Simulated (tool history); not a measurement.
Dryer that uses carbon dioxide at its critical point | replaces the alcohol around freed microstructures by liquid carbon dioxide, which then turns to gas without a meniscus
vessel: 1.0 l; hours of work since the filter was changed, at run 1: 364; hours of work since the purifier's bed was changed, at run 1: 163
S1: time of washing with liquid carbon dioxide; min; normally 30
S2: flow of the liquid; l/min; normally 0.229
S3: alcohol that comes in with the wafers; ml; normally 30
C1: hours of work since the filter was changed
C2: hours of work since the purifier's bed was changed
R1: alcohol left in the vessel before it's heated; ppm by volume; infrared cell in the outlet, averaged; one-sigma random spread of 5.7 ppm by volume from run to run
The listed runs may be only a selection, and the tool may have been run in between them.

{"run": 1, "hour": 0.0, "S1": 30, "S2": 0.229, "S3": 30, "C1": 364, "C2": 163, "R1": 340}
{"run": 2, "hour": 20.7, "S1": 30, "S2": 0.229, "S3": 30, "C1": 371, "C2": 170, "R1": 340}
{"run": 3, "hour": 54.3, "S1": 30, "S2": 0.229, "S3": 37, "C1": 381, "C2": 181, "R1": 440}
{"run": 4, "hour": 81.3, "S1": 30, "S2": 0.229, "S3": 37, "C1": 390, "C2": 189, "R1": 428}
{"run": 5, "hour": 113.3, "S1": 30, "S2": 0.229, "S3": 30, "C1": 401, "C2": 200, "R1": 363}
{"run": 6, "hour": 154.4, "S1": 30, "S2": 0.229, "S3": 30, "C1": 414, "C2": 213, "R1": 389}
{"run": 7, "hour": 178.5, "S1": 30, "S2": 0.329, "S3": 30, "C1": 422, "C2": 221, "R1": 105}
{"run": 8, "hour": 209.7, "S1": 19, "S2": 0.229, "S3": 30, "C1": 432, "C2": 231, "R1": 1787}
{"run": 9, "hour": 249.3, "S1": 30, "S2": 0.229, "S3": 61, "C1": 444, "C2": 244, "R1": 737}
{"run": 10, "hour": 287.6, "S1": 22, "S2": 0.229, "S3": 61, "C1": 457, "C2": 256, "R1": 2349}
{"run": 11, "hour": 309.4, "S1": 39, "S2": 0.229, "S3": 30, "C1": 464, "C2": 263, "R1": 153}
{"run": 12, "hour": 327.8, "S1": 39, "S2": 0.229, "S3": 30, "C1": 470, "C2": 269, "R1": 159}
{"hour": 337.6, "done": "inlet filter changed"}
{"run": 13, "hour": 356.4, "S1": 21, "S2": 0.229, "S3": 30, "C1": 6, "C2": 278, "R1": 918}
{"run": 14, "hour": 384.2, "S1": 30, "S2": 0.229, "S3": 30, "C1": 15, "C2": 287, "R1": 262}
{"run": 15, "hour": 413.1, "S1": 30, "S2": 0.229, "S3": 114, "C1": 24, "C2": 296, "R1": 790}
{"run": 16, "hour": 439.3, "S1": 30, "S2": 0.229, "S3": 114, "C1": 33, "C2": 304, "R1": 803}
{"run": 17, "hour": 468.3, "S1": 30, "S2": 0.229, "S3": 114, "C1": 42, "C2": 314, "R1": 794}
{"run": 18, "hour": 500.3, "S1": 30, "S2": 0.229, "S3": 114, "C1": 52, "C2": 324, "R1": 831}
{"run": 19, "hour": 522.3, "S1": 30, "S2": 0.234, "S3": 30, "C1": 60, "C2": 331, "R1": 275}
{"run": 20, "hour": 544.0, "S1": 30, "S2": 0.234, "S3": 30, "C1": 67, "C2": 338, "R1": 271}
{"run": 21, "hour": 580.5, "S1": 30, "S2": 0.234, "S3": 30, "C1": 78, "C2": 350, "R1": 270}
{"run": 22, "hour": 610.5, "S1": 30, "S2": 0.234, "S3": 56, "C1": 88, "C2": 360, "R1": 425}
{"run": 23, "hour": 649.8, "S1": 31, "S2": 0.197, "S3": 76, "C1": 101, "C2": 372, "R1": 1022}
{"run": 24, "hour": 692.0, "S1": 31, "S2": 0.197, "S3": 76, "C1": 114, "C2": 386, "R1": 1050}
{"run": 25, "hour": 712.6, "S1": 21, "S2": 0.19, "S3": 76, "C1": 121, "C2": 393, "R1": 4545}
{"run": 26, "hour": 737.3, "S1": 42, "S2": 0.285, "S3": 20, "C1": 129, "C2": 401, "R1": 104}
{"run": 27, "hour": 768.8, "S1": 42, "S2": 0.285, "S3": 76, "C1": 139, "C2": 411, "R1": 118}
{"run": 28, "hour": 798.3, "S1": 37, "S2": 0.229, "S3": 30, "C1": 149, "C2": 420, "R1": 175}
{"run": 29, "hour": 831.1, "S1": 37, "S2": 0.179, "S3": 112, "C1": 159, "C2": 431, "R1": 1161}
{"run": 30, "hour": 870.2, "S1": 37, "S2": 0.179, "S3": 112, "C1": 172, "C2": 443, "R1": 1181}
{"run": 31, "hour": 889.5, "S1": 26, "S2": 0.202, "S3": 78, "C1": 178, "C2": 450, "R1": 2089}
{"run": 32, "hour": 924.5, "S1": 30, "S2": 0.242, "S3": 66, "C1": 189, "C2": 461, "R1": 497}
{"run": 33, "hour": 942.0, "S1": 30, "S2": 0.371, "S3": 113, "C1": 195, "C2": 467, "R1": 165}
{"run": 34, "hour": 975.3, "S1": 30, "S2": 0.371, "S3": 113, "C1": 206, "C2": 477, "R1": 155}
{"run": 35, "hour": 1003.9, "S1": 30, "S2": 0.243, "S3": 30, "C1": 215, "C2": 486, "R1": 295}
{"run": 36, "hour": 1030.4, "S1": 39, "S2": 0.157, "S3": 44, "C1": 223, "C2": 495, "R1": 762}
{"run": 37, "hour": 1056.3, "S1": 39, "S2": 0.157, "S3": 44, "C1": 232, "C2": 503, "R1": 747}
{"run": 38, "hour": 1084.5, "S1": 39, "S2": 0.147, "S3": 44, "C1": 241, "C2": 512, "R1": 995}
{"run": 39, "hour": 1123.1, "S1": 36, "S2": 0.229, "S3": 62, "C1": 253, "C2": 525, "R1": 337}
{"run": 40, "hour": 1148.4, "S1": 30, "S2": 0.19, "S3": 96, "C1": 261, "C2": 533, "R1": 2100}
{"run": 41, "hour": 1190.3, "S1": 30, "S2": 0.17, "S3": 30, "C1": 275, "C2": 547, "R1": 1082}
{"run": 42, "hour": 1210.3, "S1": 29, "S2": 0.229, "S3": 64, "C1": 281, "C2": 553, "R1": 834}
{"run": 43, "hour": 1232.1, "S1": 29, "S2": 0.229, "S3": 22, "C1": 288, "C2": 560, "R1": 386}

Forecast each of these 4 alternatives for the next run:
{"run": "A", "hour": 1263.5, "S1": 29, "S2": 0.229, "S3": 21, "C1": 299, "C2": 570, "R1": "?"}
{"run": "B", "hour": 1263.5, "S1": 28, "S2": 0.275, "S3": 30, "C1": 299, "C2": 570, "R1": "?"}
{"run": "C", "hour": 1263.5, "S1": 22, "S2": 0.229, "S3": 30, "C1": 299, "C2": 570, "R1": "?"}
{"run": "D", "hour": 1263.5, "S1": 31, "S2": 0.149, "S3": 22, "C1": 299, "C2": 570, "R1": "?"}

run=A R1=370
run=B R1=300
run=C R1=1087
run=D R1=1150
Without the tool's hidden state the same runs would have given:
run=A R1=149
run=B R1=102
run=C R1=688
run=D R1=750
